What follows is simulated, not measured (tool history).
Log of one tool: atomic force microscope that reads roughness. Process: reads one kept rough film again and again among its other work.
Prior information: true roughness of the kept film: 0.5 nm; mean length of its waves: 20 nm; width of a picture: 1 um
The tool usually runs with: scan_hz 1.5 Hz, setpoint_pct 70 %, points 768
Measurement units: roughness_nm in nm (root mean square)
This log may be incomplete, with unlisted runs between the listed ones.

Run 1, hour 0: usual settings. Result: roughness_nm 0.405 nm (root mean square).
Run 2, hour 13.7: usual settings. Result: roughness_nm 0.404 nm (root mean square).
Run 3, hour 23.4: usual settings. Result: roughness_nm 0.399 nm (root mean square).
Run 4, hour 38.4: usual settings. Result: roughness_nm 0.395 nm (root mean square).
Run 5, hour 47.5: usual settings. Result: roughness_nm 0.389 nm (root mean square).
Run 6, hour 58.3: usual settings. Result: roughness_nm 0.389 nm (root mean square).
Run 7, hour 73.6: usual settings but scan_hz 0.85 Hz. Result: roughness_nm 0.402 nm (root mean square).
Run 8, hour 83: usual settings but scan_hz 0.85 Hz. Result: roughness_nm 0.402 nm (root mean square).
Run 9, hour 97.6: usual settings but scan_hz 0.85 Hz. Result: roughness_nm 0.405 nm (root mean square).
Run 10, hour 109.7: usual settings. Result: roughness_nm 0.388 nm (root mean square).
Run 11, hour 121.1: usual settings but scan_hz 3.02 Hz. Result: roughness_nm 0.357 nm (root mean square).
Run 12, hour 132.3: usual settings. Result: roughness_nm 0.384 nm (root mean square).
Run 13, hour 139.9: usual settings. Result: roughness_nm 0.388 nm (root mean square).
Run 14, hour 146.6: usual settings. Result: roughness_nm 0.387 nm (root mean square).
Run 15, hour 159: usual settings but points 857. Result: roughness_nm 0.381 nm (root mean square).
Run 16, hour 173.7: usual settings but points 857. Result: roughness_nm 0.381 nm (root mean square).
Run 17, hour 180.8: usual settings but points 857. Result: roughness_nm 0.378 nm (root mean square).
Run 18, hour 195.4: usual settings but points 463. Result: roughness_nm 0.374 nm (root mean square).
At hour 209: new tip fitted.
Run 19, hour 211.3: usual settings but points 463. Result: roughness_nm 0.433 nm (root mean square).
Run 20, hour 225.7: usual settings. Result: roughness_nm 0.435 nm (root mean square).
Run 21, hour 232: usual settings but scan_hz 3.08 Hz. Result: roughness_nm 0.406 nm (root mean square).
Run 22, hour 239.1: usual settings but scan_hz 3.08 Hz. Result: roughness_nm 0.406 nm (root mean square).
Run 23, hour 250: usual settings but setpoint_pct 67 %. Result: roughness_nm 0.444 nm (root mean square).
Run 24, hour 256.8: usual settings but setpoint_pct 67 %. Result: roughness_nm 0.44 nm (root mean square).
Run 25, hour 270.4: usual settings but setpoint_pct 67 %. Result: roughness_nm 0.437 nm (root mean square).
Run 26, hour 285.4: usual settings but setpoint_pct 67 %. Result: roughness_nm 0.431 nm (root mean square).
Run 27, hour 300.1: usual settings but scan_hz 3.22 Hz, setpoint_pct 64 %, points 776. Result: roughness_nm 0.408 nm (root mean square).
Run 28, hour 312.7: usual settings but scan_hz 3.22 Hz, setpoint_pct 64 %, points 776. Result: roughness_nm 0.409 nm (root mean square).
Run 29, hour 320.2: usual settings but scan_hz 3.22 Hz, setpoint_pct 64 %, points 776. Result: roughness_nm 0.407 nm (root mean square).
Run 30, hour 327.6: usual settings but scan_hz 3.22 Hz, setpoint_pct 64 %, points 776. Result: roughness_nm 0.405 nm (root mean square).
Run 31, hour 339.8: usual settings but scan_hz 3.22 Hz, setpoint_pct 64 %, points 776. Result: roughness_nm 0.405 nm (root mean square).
Run 32, hour 348.7: usual settings but scan_hz 3.22 Hz, setpoint_pct 64 %, points 776. Result: roughness_nm 0.408 nm (root mean square).
Run 33, hour 362.6: usual settings but setpoint_pct 68 %. Result: roughness_nm 0.418 nm (root mean square).
Run 34, hour 376.4: usual settings but setpoint_pct 90 %. Result: roughness_nm 0.361 nm (root mean square).
Run 35, hour 391.9: usual settings but setpoint_pct 90 %. Result: roughness_nm 0.365 nm (root mean square).
Run 36, hour 402.2: usual settings but scan_hz 1.34 Hz, setpoint_pct 90 %, points 856. Result: roughness_nm 0.364 nm (root mean square).
Run 37, hour 413.7: usual settings but scan_hz 2.69 Hz, points 795. Result: roughness_nm 0.383 nm (root mean square).
Run 38, hour 422.1: usual settings but scan_hz 2.69 Hz, points 795. Result: roughness_nm 0.389 nm (root mean square).
Run 39, hour 434.9: usual settings but scan_hz 3.56 Hz, setpoint_pct 81 %, points 412. Result: roughness_nm 0.319 nm (root mean square).
Run 40, hour 449.5: usual settings but scan_hz 3.56 Hz, setpoint_pct 81 %, points 412. Result: roughness_nm 0.324 nm (root mean square).
Run 41, hour 462.2: usual settings but scan_hz 3.56 Hz, setpoint_pct 81 %, points 412. Result: roughness_nm 0.319 nm (root mean square).
Run 42, hour 469: usual settings but scan_hz 1.33 Hz, setpoint_pct 83 %, points 366. Result: roughness_nm 0.382 nm (root mean square).
Run 43, hour 478.1: usual settings but setpoint_pct 65 %, points 737. Result: roughness_nm 0.401 nm (root mean square).
Run 44, hour 487.8: usual settings but setpoint_pct 65 %, points 737. Result: roughness_nm 0.405 nm (root mean square).
Run 45, hour 500.9: usual settings but points 503. Result: roughness_nm 0.384 nm (root mean square).
Run 46, hour 516.4: usual settings but points 503. Result: roughness_nm 0.393 nm (root mean square).
Run 47, hour 523.9: usual settings but scan_hz 3.98 Hz, setpoint_pct 81 %, points 990. Result: roughness_nm 0.308 nm (root mean square).
Run 48, hour 534.1: usual settings but scan_hz 3.98 Hz, setpoint_pct 81 %, points 990. Result: roughness_nm 0.314 nm (root mean square).

Run 49 has not been measured yet. What should we expect?
Run 49, hour 547.9: usual settings but scan_hz 0.77 Hz, setpoint_pct 87 %, points 990. Result: roughness_nm ?.

roughness_nm: 0.384 nm (root mean square)
With the hidden condition absent and the run-to-run variation left alone, this run would have shown roughness_nm 0.433 nm (root mean square).

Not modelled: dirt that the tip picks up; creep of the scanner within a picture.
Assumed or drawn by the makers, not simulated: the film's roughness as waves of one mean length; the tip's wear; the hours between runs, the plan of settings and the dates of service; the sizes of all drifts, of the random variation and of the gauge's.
